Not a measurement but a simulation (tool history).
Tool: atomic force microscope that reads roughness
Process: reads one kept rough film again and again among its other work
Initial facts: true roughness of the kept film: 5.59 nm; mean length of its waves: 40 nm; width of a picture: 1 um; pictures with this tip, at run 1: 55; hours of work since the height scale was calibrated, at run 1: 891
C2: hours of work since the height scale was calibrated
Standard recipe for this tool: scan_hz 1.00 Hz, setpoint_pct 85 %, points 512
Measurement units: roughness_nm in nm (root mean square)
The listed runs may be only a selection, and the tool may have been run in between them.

run 1 day=0.000 | scan_hz=1.00 setpoint_pct=85 points=512 | pictures_with_this_tip=55 C2=891 | roughness_nm=4.186
-- day=0.704 new tip fitted
run 2 day=1.112 | scan_hz=1.00 setpoint_pct=85 points=512 | pictures_with_this_tip=20 C2=911 | roughness_nm=4.540
run 3 day=1.921 | scan_hz=1.00 setpoint_pct=85 points=512 | pictures_with_this_tip=59 C2=925 | roughness_nm=4.147
-- day=2.546 new tip fitted
run 4 day=2.879 | scan_hz=1.00 setpoint_pct=85 points=512 | pictures_with_this_tip=16 C2=941 | roughness_nm=4.499
run 5 day=3.800 | scan_hz=1.00 setpoint_pct=66 points=512 | pictures_with_this_tip=61 C2=957 | roughness_nm=4.395
-- day=4.329 new tip fitted
run 6 day=4.683 | scan_hz=1.00 setpoint_pct=66 points=512 | pictures_with_this_tip=17 C2=972 | roughness_nm=4.874
run 7 day=5.696 | scan_hz=1.00 setpoint_pct=66 points=512 | pictures_with_this_tip=67 C2=990 | roughness_nm=4.362
-- day=6.142 new tip fitted
run 8 day=6.329 | scan_hz=1.00 setpoint_pct=66 points=512 | pictures_with_this_tip=9 C2=1001 | roughness_nm=5.006
run 9 day=7.488 | scan_hz=1.00 setpoint_pct=66 points=755 | pictures_with_this_tip=66 C2=1021 | roughness_nm=4.468
-- day=7.608 height scale calibrated on a step standard
-- day=7.938 new tip fitted
run 10 day=8.729 | scan_hz=1.00 setpoint_pct=66 points=755 | pictures_with_this_tip=38 C2=19 | roughness_nm=4.708
-- day=9.788 new tip fitted
-- day=9.938 height scale calibrated on a step standard, once more
run 11 day=10.162 | scan_hz=1.00 setpoint_pct=66 points=755 | pictures_with_this_tip=16 C2=4 | roughness_nm=4.859
run 12 day=11.108 | scan_hz=1.00 setpoint_pct=66 points=755 | pictures_with_this_tip=62 C2=21 | roughness_nm=4.370
-- day=11.683 new tip fitted
run 13 day=12.500 | scan_hz=2.28 setpoint_pct=66 points=794 | pictures_with_this_tip=40 C2=45 | roughness_nm=4.294
-- day=13.458 new tip fitted
run 14 day=13.808 | scan_hz=0.53 setpoint_pct=76 points=480 | pictures_with_this_tip=18 C2=67 | roughness_nm=4.795
run 15 day=14.658 | scan_hz=1.00 setpoint_pct=56 points=717 | pictures_with_this_tip=59 C2=82 | roughness_nm=4.398
-- day=15.217 new tip fitted
run 16 day=15.958 | scan_hz=1.00 setpoint_pct=56 points=717 | pictures_with_this_tip=37 C2=105 | roughness_nm=4.673
run 17 day=16.571 | scan_hz=0.57 setpoint_pct=84 points=740 | pictures_with_this_tip=66 C2=115 | roughness_nm=4.221
-- day=16.983 new tip fitted
run 18 day=17.617 | scan_hz=0.57 setpoint_pct=84 points=740 | pictures_with_this_tip=31 C2=133 | roughness_nm=4.515
-- day=18.767 new tip fitted
run 19 day=18.767 | scan_hz=3.55 setpoint_pct=84 points=450 | pictures_with_this_tip=0 C2=153 | roughness_nm=3.698
run 20 day=20.138 | scan_hz=0.69 setpoint_pct=55 points=973 | pictures_with_this_tip=67 C2=177 | roughness_nm=4.434
-- day=20.558 new tip fitted
run 21 day=20.979 | scan_hz=3.81 setpoint_pct=87 points=837 | pictures_with_this_tip=20 C2=191 | roughness_nm=3.336
run 22 day=22.154 | scan_hz=2.14 setpoint_pct=74 points=512 | pictures_with_this_tip=78 C2=212 | roughness_nm=3.845
-- day=22.346 new tip fitted
run 23 day=23.500 | scan_hz=2.14 setpoint_pct=74 points=512 | pictures_with_this_tip=56 C2=235 | roughness_nm=3.988
-- day=24.138 new tip fitted
run 24 day=24.288 | scan_hz=2.14 setpoint_pct=74 points=512 | pictures_with_this_tip=8 C2=249 | roughness_nm=4.426

Measured less the same run without the tool's hidden state. The same run-to-run variation is in both; the gauge's scatter may not be:
Hidden state present: radius of the tip, nm; height scale over the true one, %; drift of the gauge itself on roughness_nm, %.
run=1 roughness_nm=-0.473
run=2 roughness_nm=-0.130
run=3 roughness_nm=-0.504
run=4 roughness_nm=-0.135
run=5 roughness_nm=-0.583
run=6 roughness_nm=-0.120
run=7 roughness_nm=-0.627
run=8 roughness_nm=-0.007
run=9 roughness_nm=-0.564
run=10 roughness_nm=-0.315
run=11 roughness_nm=-0.164
run=12 roughness_nm=-0.625
run=13 roughness_nm=-0.448
run=14 roughness_nm=-0.231
run=15 roughness_nm=-0.691
run=16 roughness_nm=-0.425
run=17 roughness_nm=-0.681
run=18 roughness_nm=-0.373
run=19 roughness_nm=-0.008
run=20 roughness_nm=-0.681
run=21 roughness_nm=-0.140
run=22 roughness_nm=-0.689
run=23 roughness_nm=-0.535
run=24 roughness_nm=-0.092
